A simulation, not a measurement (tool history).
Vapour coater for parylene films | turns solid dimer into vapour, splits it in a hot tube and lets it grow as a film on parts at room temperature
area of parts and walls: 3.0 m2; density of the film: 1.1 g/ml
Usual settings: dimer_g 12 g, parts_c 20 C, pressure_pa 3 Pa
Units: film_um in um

run,hour,dimer_g,parts_c,pressure_pa,film_um
1,0,12,20,3,2.99
2,23,12,21,3,2.85
3,36.1,12,21,3,2.79
4,51.2,7,20,3,1.71
5,62,12,20,3,2.95
6,80.7,12,20,3,2.94
7,105.4,12,20,3,2.84
# hour 111.7: trap's valve overhauled
8,133.3,12,20,3,2.83
# hour 159.1: trap's valve overhauled, once more
9,162,12,20,3,2.96
10,182.1,12,14,5.02,3.31
11,199.2,16,20,2.81,4.05
12,218.1,21,20,2.81,5.25
13,242.6,8,32,3.41,1.17

Forecast each of these 5 alternatives for the next run:
A,259.7,12,20,2.18,?
B,259.7,13,32,8.06,?
C,259.7,6,28,5.8,?
D,259.7,11,14,3,?
E,259.7,10,15,2.29,?

run,film_um
A,3.19
B,1.56
C,0.88
D,3.23
E,2.92
Without the tool's hidden state the same runs would have given:
run,film_um
A,3.28
B,1.6
C,0.91
D,3.32
E,3

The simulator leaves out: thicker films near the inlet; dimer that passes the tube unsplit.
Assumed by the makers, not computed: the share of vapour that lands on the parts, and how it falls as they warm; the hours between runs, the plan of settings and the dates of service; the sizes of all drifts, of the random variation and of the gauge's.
